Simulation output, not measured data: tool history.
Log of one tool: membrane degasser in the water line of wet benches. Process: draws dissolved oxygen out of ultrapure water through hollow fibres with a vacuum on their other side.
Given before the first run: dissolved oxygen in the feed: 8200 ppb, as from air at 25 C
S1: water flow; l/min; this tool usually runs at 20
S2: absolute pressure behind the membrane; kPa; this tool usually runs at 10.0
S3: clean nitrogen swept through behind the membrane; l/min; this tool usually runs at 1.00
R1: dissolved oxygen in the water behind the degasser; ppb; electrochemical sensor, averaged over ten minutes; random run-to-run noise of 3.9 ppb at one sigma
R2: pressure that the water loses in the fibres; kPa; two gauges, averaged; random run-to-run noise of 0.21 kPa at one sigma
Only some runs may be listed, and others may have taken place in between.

run,hour,S1,S2,S3,R1,R2
1,0.0,20,10.0,1.00,396.1,49.62
2,73.1,20,10.0,1.00,390.3,49.70
3,157.0,20,10.0,1.00,400.8,49.74
4,302.4,20,10.0,1.00,398.1,49.56
5,412.0,20,10.0,1.00,392.8,49.33
6,492.1,20,10.0,1.00,398.1,49.28
7,610.8,20,10.0,1.00,399.8,49.49
8,729.2,20,10.0,1.00,398.5,49.22
9,860.4,20,10.0,0.92,412.7,49.59
10,978.3,20,10.0,1.00,402.7,49.73
11,1058.9,20,16.3,1.00,658.4,49.47
12,1193.8,20,16.3,1.00,656.2,49.78
13,1360.4,20,16.3,1.00,654.2,49.76
14,1465.4,20,10.0,1.00,406.6,49.92
15,1637.7,20,10.0,1.00,407.1,49.88
16,1756.3,20,10.0,1.00,401.1,50.11
17,1876.4,20,10.0,1.00,405.3,50.16
18,2029.9,20,10.0,1.00,406.0,50.17
19,2114.9,24,10.0,0.73,623.7,59.85
20,2213.3,20,14.7,0.48,965.3,50.04
21,2375.5,23,6.7,1.50,292.1,57.98
22,2481.7,25,10.0,1.04,557.4,62.42
23,2625.4,27,23.8,2.56,730.1,67.62
24,2780.2,22,10.0,2.56,291.1,55.16
25,2880.7,22,10.0,2.56,292.4,55.20
26,3059.0,26,18.7,1.00,1016.7,65.28
27,3150.1,14,10.0,1.00,251.7,35.40
28,3274.5,22,22.0,0.63,1329.8,55.24
29,3363.1,28,6.5,2.95,372.5,70.30
30,3471.5,13,7.5,0.40,321.0,32.68
31,3628.9,13,7.5,0.40,322.1,32.93

Selected run-to-run steps in R1, each split into two signed amounts: the part the tool would show with no hidden state at all (from settings, incoming material and random variation), and the remainder, which goes to the hidden state together with any gauge scatter not common to the measured and the hidden-state-free results:
The tool's hidden condition here consists of: membrane still open, %; true pressure behind the membrane over the reading, kPa; air that leaks in behind the membrane, l/min; drift of the gauge itself on oxygen_ppb, %; drift of the gauge itself on loss_of_pressure_kpa, %.
Run 26 -> 27: S1 26 -> 14, S2 18.7 -> 10.0. R1 -765.0 ppb: hidden state -17.7, all else -747.3.
Run 27 -> 28: S1 14 -> 22, S2 10.0 -> 22.0, S3 1.00 -> 0.63. R1 +1078.1 ppb: hidden state +13.9, all else +1064.2.
Run 28 -> 29: S1 22 -> 28, S2 22.0 -> 6.5, S3 0.63 -> 2.95. R1 -957.3 ppb: hidden state +6.3, all else -963.6.
Run 29 -> 30: S1 28 -> 13, S2 6.5 -> 7.5, S3 2.95 -> 0.40. R1 -51.5 ppb: hidden state -16.2, all else -35.3.

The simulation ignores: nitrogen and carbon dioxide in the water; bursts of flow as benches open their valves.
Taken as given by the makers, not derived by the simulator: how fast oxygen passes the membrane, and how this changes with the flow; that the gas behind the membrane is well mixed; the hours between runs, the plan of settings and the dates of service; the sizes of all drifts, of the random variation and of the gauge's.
